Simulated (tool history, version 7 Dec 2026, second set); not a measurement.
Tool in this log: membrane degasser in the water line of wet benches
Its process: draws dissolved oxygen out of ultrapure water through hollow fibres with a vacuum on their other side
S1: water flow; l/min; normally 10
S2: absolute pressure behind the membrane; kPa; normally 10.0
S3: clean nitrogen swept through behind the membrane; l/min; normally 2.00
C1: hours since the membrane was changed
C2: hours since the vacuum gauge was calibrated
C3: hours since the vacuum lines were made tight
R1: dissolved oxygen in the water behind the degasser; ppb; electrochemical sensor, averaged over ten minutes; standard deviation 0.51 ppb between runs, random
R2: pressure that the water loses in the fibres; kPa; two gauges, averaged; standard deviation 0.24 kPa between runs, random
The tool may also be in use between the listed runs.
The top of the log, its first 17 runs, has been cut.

run 18 hour=692.2 | S1=10 S2=10.0 S3=2.20 | C1=3105 C2=189 C3=692 | R1=81.4 R2=63.45
run 19 hour=720.5 | S1=10 S2=10.0 S3=2.20 | C1=3133 C2=218 C3=720 | R1=81.4 R2=63.50
run 20 hour=749.9 | S1=15 S2=15.0 S3=4.22 | C1=3162 C2=247 C3=749 | R1=133.6 R2=95.14
run 21 hour=813.6 | S1=15 S2=15.8 S3=3.28 | C1=3226 C2=311 C3=813 | R1=169.9 R2=94.91
run 22 hour=860.5 | S1=10 S2=7.6 S3=2.00 | C1=3273 C2=358 C3=860 | R1=59.7 R2=63.53
run 23 hour=892.3 | S1=10 S2=7.6 S3=2.00 | C1=3305 C2=389 C3=892 | R1=59.5 R2=63.14
run 24 hour=946.4 | S1=9 S2=8.1 S3=2.00 | C1=3359 C2=444 C3=946 | R1=57.3 R2=56.98
run 25 hour=974.8 | S1=7 S2=18.4 S3=2.00 | C1=3387 C2=472 C3=974 | R1=131.3 R2=44.58
run 26 hour=1006.0 | S1=7 S2=18.4 S3=2.00 | C1=3419 C2=503 C3=1006 | R1=131.6 R2=44.83
run 27 hour=1055.5 | S1=7 S2=18.4 S3=2.00 | C1=3468 C2=553 C3=1055 | R1=130.5 R2=44.73
run 28 hour=1087.7 | S1=12 S2=13.5 S3=2.00 | C1=3500 C2=585 C3=1087 | R1=157.9 R2=76.48
run 29 hour=1114.3 | S1=12 S2=13.5 S3=2.00 | C1=3527 C2=611 C3=1114 | R1=161.5 R2=76.06
run 30 hour=1162.1 | S1=12 S2=13.5 S3=2.00 | C1=3575 C2=659 C3=1162 | R1=159.8 R2=76.65

Below are 5 alternative next runs, each starting from the tool's condition after run 30. Predict each:
run A hour=1228.0 | S1=12 S2=13.5 S3=4.28 | C1=3640 C2=725 C3=1227 | R1=? R2=?
run B hour=1228.0 | S1=9 S2=16.0 S3=5.13 | C1=3640 C2=725 C3=1227 | R1=? R2=?
run C hour=1228.0 | S1=14 S2=10.0 S3=2.00 | C1=3640 C2=725 C3=1227 | R1=? R2=?
run D hour=1228.0 | S1=10 S2=10.0 S3=1.43 | C1=3640 C2=725 C3=1227 | R1=? R2=?
run E hour=1228.0 | S1=9 S2=22.8 S3=1.82 | C1=3640 C2=725 C3=1227 | R1=? R2=?

run=A R1=84.9 R2=76.65
run=B R1=59.4 R2=57.35
run=C R1=138.2 R2=89.40
run=D R1=119.8 R2=64.15
run=E R1=234.5 R2=57.72
With no hidden state in the tool, these same runs would have given:
run=A R1=84.8 R2=74.83
run=B R1=59.3 R2=55.98
run=C R1=138.0 R2=87.28
run=D R1=119.8 R2=62.63
run=E R1=234.4 R2=56.35

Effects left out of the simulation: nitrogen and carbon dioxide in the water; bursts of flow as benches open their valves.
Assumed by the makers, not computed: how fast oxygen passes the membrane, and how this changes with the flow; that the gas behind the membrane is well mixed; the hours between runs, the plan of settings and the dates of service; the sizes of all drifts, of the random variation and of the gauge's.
